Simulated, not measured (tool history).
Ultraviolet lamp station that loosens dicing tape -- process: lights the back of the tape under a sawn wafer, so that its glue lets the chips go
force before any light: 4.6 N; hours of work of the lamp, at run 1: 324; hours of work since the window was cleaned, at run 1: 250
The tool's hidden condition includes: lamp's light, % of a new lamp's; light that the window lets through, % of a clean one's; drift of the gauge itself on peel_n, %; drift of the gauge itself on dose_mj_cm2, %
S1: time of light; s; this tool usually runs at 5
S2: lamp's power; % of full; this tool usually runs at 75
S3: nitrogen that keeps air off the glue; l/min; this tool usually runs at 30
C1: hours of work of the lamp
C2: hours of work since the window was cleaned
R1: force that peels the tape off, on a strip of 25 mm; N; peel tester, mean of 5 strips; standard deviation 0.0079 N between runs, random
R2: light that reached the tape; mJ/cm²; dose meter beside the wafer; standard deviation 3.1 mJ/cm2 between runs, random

Run 1, hour 0: usual settings; C1 324; C2 250. Result: R1 0.445 N, R2 384 mJ/cm².
Run 2, hour 63.9: usual settings but S3 21 l/min; C1 369; C2 295. Result: R1 0.564 N, R2 370 mJ/cm².
Run 3, hour 128.7: usual settings; C1 414; C2 340. Result: R1 0.51 N, R2 363 mJ/cm².
Run 4, hour 198.9: usual settings; C1 463; C2 389. Result: R1 0.554 N, R2 352 mJ/cm².
Run 5, hour 231.4: usual settings; C1 485; C2 412. Result: R1 0.562 N, R2 346 mJ/cm².
Run 6, hour 281.1: usual settings but S1 6 s; C1 520; C2 446. Result: R1 0.425 N, R2 401 mJ/cm².
Run 7, hour 329.5: usual settings but S1 6 s; C1 554; C2 480. Result: R1 0.45 N, R2 392 mJ/cm².
Run 8, hour 397.1: usual settings but S2 99 % of full, S3 10 l/min; C1 601; C2 527. Result: R1 0.678 N, R2 417 mJ/cm².
At hour 465.2: window cleaned of glue's vapour.
Run 9, hour 472.1: usual settings but S3 58 l/min; C1 652; C2 5. Result: R1 0.393 N, R2 360 mJ/cm².
Run 10, hour 518.8: usual settings but S1 3 s, S2 95 % of full, S3 50 l/min; C1 685; C2 37. Result: R1 0.712 N, R2 268 mJ/cm².
Run 11, hour 590.1: usual settings but S1 4 s, S2 64 % of full, S3 16 l/min; C1 735; C2 87. Result: R1 1.266 N, R2 232 mJ/cm².
Run 12, hour 640.8: usual settings but S1 4 s, S2 64 % of full, S3 16 l/min; C1 770; C2 122. Result: R1 1.309 N, R2 227 mJ/cm².

Below are 4 alternative next runs, each starting from the tool's condition after run 12. Predict each:
Run A, hour 692.2: usual settings but S3 41 l/min; C1 806; C2 158. Result: R1 ?, R2 ?.
Run B, hour 692.2: usual settings but S3 37 l/min; C1 806; C2 158. Result: R1 ?, R2 ?.
Run C, hour 692.2: usual settings but S1 4 s, S2 85 % of full, S3 16 l/min; C1 806; C2 158. Result: R1 ?, R2 ?.
Run D, hour 692.2: usual settings but S1 4 s, S2 93 % of full, S3 18 l/min; C1 806; C2 158. Result: R1 ?, R2 ?.

run     R1   R2
  A  0.549  326
  B  0.558  322
  C  0.964  288
  D  0.794  321
Had the tool no hidden state, the same runs would have come out as:
run     R1   R2
  A   0.26  470
  B  0.268  465
  C  0.521  417
  D  0.404  463
